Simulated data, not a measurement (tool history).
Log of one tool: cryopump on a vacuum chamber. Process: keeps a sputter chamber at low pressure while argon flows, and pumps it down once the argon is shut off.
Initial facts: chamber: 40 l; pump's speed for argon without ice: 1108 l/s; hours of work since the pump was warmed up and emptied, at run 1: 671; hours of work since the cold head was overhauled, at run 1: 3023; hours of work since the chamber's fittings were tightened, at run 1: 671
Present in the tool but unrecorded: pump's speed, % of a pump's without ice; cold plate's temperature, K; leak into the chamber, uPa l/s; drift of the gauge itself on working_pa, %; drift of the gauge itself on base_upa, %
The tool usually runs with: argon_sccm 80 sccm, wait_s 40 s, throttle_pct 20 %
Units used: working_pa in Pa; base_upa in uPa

| run | hour | argon_sccm | wait_s | throttle_pct | hours of work since the pump was warmed up and emptied | hours of work since the cold head was overhauled | hours of work since the chamber's fittings were tightened | working_pa | base_upa |
|---|---|---|---|---|---|---|---|---|---|
| 1 | 0.0 | 80 | 40 | 20 | 671 | 3023 | 671 | 0.6216 | 3.46 |
| 2 | 75.4 | 80 | 40 | 20 | 736 | 3087 | 736 | 0.6246 | 3.46 |
| 3 | 170.2 | 80 | 40 | 20 | 816 | 3167 | 816 | 0.6279 | 3.48 |
| 4 | 271.7 | 80 | 40 | 20 | 903 | 3254 | 903 | 0.6310 | 3.50 |
| 5 | 324.5 | 80 | 40 | 20 | 948 | 3299 | 948 | 0.6284 | 3.53 |
| 6 | 379.3 | 80 | 40 | 20 | 994 | 3345 | 994 | 0.6326 | 3.51 |
| 7 | 457.1 | 80 | 40 | 20 | 1061 | 3412 | 1061 | 0.6334 | 3.56 |
| 8 | 544.7 | 80 | 40 | 20 | 1135 | 3486 | 1135 | 0.6335 | 3.58 |
|  | 574.3 | pump warmed up, emptied and cooled again |
| 9 | 609.1 | 80 | 40 | 20 | 30 | 3537 | 1186 | 0.6126 | 3.46 |
| 10 | 666.7 | 80 | 40 | 31 | 79 | 3586 | 1235 | 0.4001 | 3.54 |
| 11 | 766.4 | 34 | 40 | 20 | 164 | 3671 | 1320 | 0.2628 | 3.58 |
| 12 | 861.1 | 80 | 40 | 20 | 244 | 3751 | 1400 | 0.6165 | 3.57 |
| 13 | 914.1 | 80 | 40 | 20 | 289 | 3796 | 1445 | 0.6184 | 3.57 |
| 14 | 1001.2 | 80 | 40 | 20 | 363 | 3871 | 1519 | 0.6213 | 3.68 |
| 15 | 1084.9 | 80 | 40 | 20 | 435 | 3942 | 1591 | 0.6193 | 3.63 |
| 16 | 1143.4 | 80 | 40 | 20 | 484 | 3992 | 1640 | 0.6214 | 3.68 |
| 17 | 1219.5 | 80 | 40 | 20 | 549 | 4056 | 1705 | 0.6217 | 3.72 |
|  | 1269.7 | leaking fittings of the chamber tightened, without venting |
| 18 | 1297.0 | 145 | 45 | 39 | 614 | 4121 | 23 | 0.5916 | 3.00 |
| 19 | 1371.3 | 63 | 65 | 20 | 677 | 4184 | 86 | 0.4924 | 2.25 |
| 20 | 1421.2 | 63 | 65 | 20 | 719 | 4226 | 129 | 0.4927 | 2.21 |
| 21 | 1520.0 | 156 | 237 | 51 | 803 | 4311 | 213 | 0.5011 | 0.96 |
| 22 | 1567.2 | 80 | 34 | 18 | 843 | 4351 | 253 | 0.6979 | 3.88 |
| 23 | 1650.8 | 80 | 34 | 18 | 915 | 4422 | 324 | 0.6948 | 3.85 |
| 24 | 1705.6 | 43 | 240 | 16 | 961 | 4468 | 371 | 0.4195 | 1.01 |
| 25 | 1770.0 | 148 | 62 | 38 | 1016 | 4523 | 426 | 0.6346 | 2.41 |
| 26 | 1834.9 | 75 | 82 | 20 | 1071 | 4579 | 481 | 0.5958 | 1.98 |
| 27 | 1883.3 | 75 | 82 | 20 | 1113 | 4620 | 522 | 0.5930 | 2.03 |
|  | 1937.5 | pump warmed up, emptied and cooled again |
| 28 | 1966.3 | 48 | 105 | 16 | 25 | 4686 | 589 | 0.4612 | 1.66 |
| 29 | 2016.0 | 48 | 105 | 16 | 67 | 4728 | 631 | 0.4593 | 1.64 |
| 30 | 2059.0 | 48 | 105 | 16 | 103 | 4765 | 668 | 0.4618 | 1.69 |
| 31 | 2124.0 | 80 | 40 | 32 | 159 | 4820 | 723 | 0.3896 | 3.46 |
| 32 | 2203.1 | 80 | 102 | 32 | 226 | 4888 | 790 | 0.3916 | 1.73 |
| 33 | 2259.8 | 50 | 97 | 52 | 274 | 4936 | 839 | 0.1530 | 1.80 |
| 34 | 2301.3 | 50 | 97 | 41 | 310 | 4971 | 874 | 0.1932 | 1.88 |

Consider 3 possible next runs. They are alternatives, not a sequence: every one starts from the tool as it was left by run 34. What does each give?
| A | 2398.8 | 53 | 97 | 41 | 393 | 5054 | 957 | ? | ? |
| B | 2398.8 | 37 | 53 | 28 | 393 | 5054 | 957 | ? | ? |
| C | 2398.8 | 95 | 40 | 20 | 393 | 5054 | 957 | ? | ? |

| run | working_pa | base_upa |
|---|---|---|
| A | 0.2051 | 1.90 |
| B | 0.2082 | 2.84 |
| C | 0.7424 | 3.55 |
Stripped of hidden state, with their random variation kept, the same runs would have yielded:
| run | working_pa | base_upa |
|---|---|---|
| A | 0.1966 | 1.47 |
| B | 0.2022 | 2.42 |
| C | 0.7271 | 3.13 |
